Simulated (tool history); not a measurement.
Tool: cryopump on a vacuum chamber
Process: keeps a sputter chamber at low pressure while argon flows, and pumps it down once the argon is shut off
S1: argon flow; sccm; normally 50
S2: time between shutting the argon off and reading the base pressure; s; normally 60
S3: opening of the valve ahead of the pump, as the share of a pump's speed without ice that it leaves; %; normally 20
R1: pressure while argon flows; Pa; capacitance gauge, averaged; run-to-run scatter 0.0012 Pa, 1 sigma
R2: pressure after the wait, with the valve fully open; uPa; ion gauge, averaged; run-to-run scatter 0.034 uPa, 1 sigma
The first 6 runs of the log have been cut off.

{"run": 7, "hour": 256.1, "S1": 50, "S2": 178, "S3": 20, "R1": 0.3138, "R2": 1.14}
{"run": 8, "hour": 315.0, "S1": 50, "S2": 60, "S3": 20, "R1": 0.3151, "R2": 2.26}
{"run": 9, "hour": 371.0, "S1": 50, "S2": 60, "S3": 20, "R1": 0.3147, "R2": 2.3}
{"run": 10, "hour": 419.6, "S1": 50, "S2": 60, "S3": 20, "R1": 0.3148, "R2": 2.35}
{"run": 11, "hour": 451.8, "S1": 50, "S2": 60, "S3": 16, "R1": 0.3902, "R2": 2.33}
{"run": 12, "hour": 495.1, "S1": 50, "S2": 60, "S3": 16, "R1": 0.3926, "R2": 2.36}
{"run": 13, "hour": 520.5, "S1": 50, "S2": 60, "S3": 16, "R1": 0.3925, "R2": 2.48}
{"run": 14, "hour": 567.7, "S1": 50, "S2": 60, "S3": 20, "R1": 0.3132, "R2": 2.43}
{"run": 15, "hour": 626.4, "S1": 46, "S2": 60, "S3": 20, "R1": 0.293, "R2": 2.51}
{"run": 16, "hour": 675.3, "S1": 50, "S2": 65, "S3": 20, "R1": 0.3192, "R2": 2.48}
{"run": 17, "hour": 723.6, "S1": 50, "S2": 65, "S3": 20, "R1": 0.3172, "R2": 2.52}
{"run": 18, "hour": 768.2, "S1": 85, "S2": 65, "S3": 20, "R1": 0.5411, "R2": 2.45}
{"run": 19, "hour": 815.0, "S1": 85, "S2": 65, "S3": 20, "R1": 0.5448, "R2": 2.52}
{"run": 20, "hour": 871.9, "S1": 85, "S2": 65, "S3": 20, "R1": 0.5415, "R2": 2.58}
{"run": 21, "hour": 906.8, "S1": 24, "S2": 65, "S3": 31, "R1": 0.0994, "R2": 2.63}
{"run": 22, "hour": 966.2, "S1": 31, "S2": 60, "S3": 25, "R1": 0.1592, "R2": 2.82}
{"run": 23, "hour": 1020.8, "S1": 31, "S2": 23, "S3": 45, "R1": 0.0927, "R2": 5.6}
{"run": 24, "hour": 1058.3, "S1": 31, "S2": 23, "S3": 45, "R1": 0.0939, "R2": 5.58}
{"run": 25, "hour": 1118.6, "S1": 20, "S2": 247, "S3": 19, "R1": 0.1354, "R2": 1.76}
{"run": 26, "hour": 1166.2, "S1": 20, "S2": 247, "S3": 19, "R1": 0.1351, "R2": 1.69}
{"hour": 1208.1, "done": "pump warmed up, emptied and cooled again"}
{"run": 27, "hour": 1211.2, "S1": 77, "S2": 247, "S3": 19, "R1": 0.5005, "R2": 1.51}
{"run": 28, "hour": 1238.9, "S1": 47, "S2": 34, "S3": 56, "R1": 0.1049, "R2": 4.04}
{"run": 29, "hour": 1277.2, "S1": 70, "S2": 36, "S3": 24, "R1": 0.3631, "R2": 3.95}
{"run": 30, "hour": 1307.3, "S1": 50, "S2": 60, "S3": 40, "R1": 0.1566, "R2": 2.92}
{"run": 31, "hour": 1337.4, "S1": 50, "S2": 49, "S3": 40, "R1": 0.1557, "R2": 3.23}

Branching from run 31: 3 alternative next runs. What would each branch give?
{"run": "A", "hour": 1373.9, "S1": 50, "S2": 68, "S3": 35, "R1": "?", "R2": "?"}
{"run": "B", "hour": 1373.9, "S1": 50, "S2": 81, "S3": 47, "R1": "?", "R2": "?"}
{"run": "C", "hour": 1373.9, "S1": 53, "S2": 60, "S3": 20, "R1": "?", "R2": "?"}

run=A R1=0.1781 R2=2.74
run=B R1=0.1333 R2=2.54
run=C R1=0.3292 R2=2.98
The same runs, with their run-to-run variation unchanged, on a tool lacking any hidden condition would have given:
run=A R1=0.1758 R2=1.66
run=B R1=0.1309 R2=1.44
run=C R1=0.3267 R2=1.88

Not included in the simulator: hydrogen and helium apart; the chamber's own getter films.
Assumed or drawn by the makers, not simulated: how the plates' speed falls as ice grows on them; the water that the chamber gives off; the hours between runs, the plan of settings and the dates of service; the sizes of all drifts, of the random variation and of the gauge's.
